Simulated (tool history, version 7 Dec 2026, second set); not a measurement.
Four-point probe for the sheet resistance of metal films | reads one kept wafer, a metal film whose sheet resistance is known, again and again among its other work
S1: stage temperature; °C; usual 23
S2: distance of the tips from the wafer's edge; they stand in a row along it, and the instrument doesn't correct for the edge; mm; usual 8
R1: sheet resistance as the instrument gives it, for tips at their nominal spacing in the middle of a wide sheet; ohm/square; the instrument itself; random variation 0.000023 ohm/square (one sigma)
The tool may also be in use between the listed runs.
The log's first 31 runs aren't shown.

| run | hour | S1 | S2 | R1 |
|---|---|---|---|---|
| 32 | 2110.5 | 28 | 9 | 0.116479 |
| 33 | 2193.6 | 27 | 3 | 0.118940 |
| 34 | 2291.9 | 27 | 3 | 0.118936 |
| 35 | 2366.0 | 31 | 24 | 0.116111 |
| 36 | 2439.2 | 24 | 31 | 0.116325 |
| 37 | 2520.9 | 24 | 31 | 0.116284 |
| 38 | 2617.0 | 18 | 11 | 0.116651 |
| 39 | 2693.4 | 21 | 4 | 0.117920 |
| 40 | 2758.5 | 29 | 4 | 0.117673 |
| 41 | 2835.9 | 19 | 8 | 0.116783 |
| 42 | 2881.0 | 19 | 8 | 0.116770 |
| 43 | 2976.6 | 19 | 8 | 0.116822 |
| 44 | 3041.1 | 19 | 8 | 0.116802 |
| 45 | 3125.1 | 20 | 43 | 0.116391 |
| 46 | 3202.3 | 20 | 43 | 0.116426 |

3 ways to go on from here, each from the tool as it stands after run 46. What would each give?
| A | 3256.8 | 26 | 57 | ? |
| B | 3256.8 | 28 | 12 | ? |
| C | 3256.8 | 27 | 6 | ? |

| run | R1 |
|---|---|
| A | 0.116248 |
| B | 0.116319 |
| C | 0.116867 |
Without the tool's hidden state the same runs would have given:
| run | R1 |
|---|---|
| A | 0.116245 |
| B | 0.116316 |
| C | 0.116864 |

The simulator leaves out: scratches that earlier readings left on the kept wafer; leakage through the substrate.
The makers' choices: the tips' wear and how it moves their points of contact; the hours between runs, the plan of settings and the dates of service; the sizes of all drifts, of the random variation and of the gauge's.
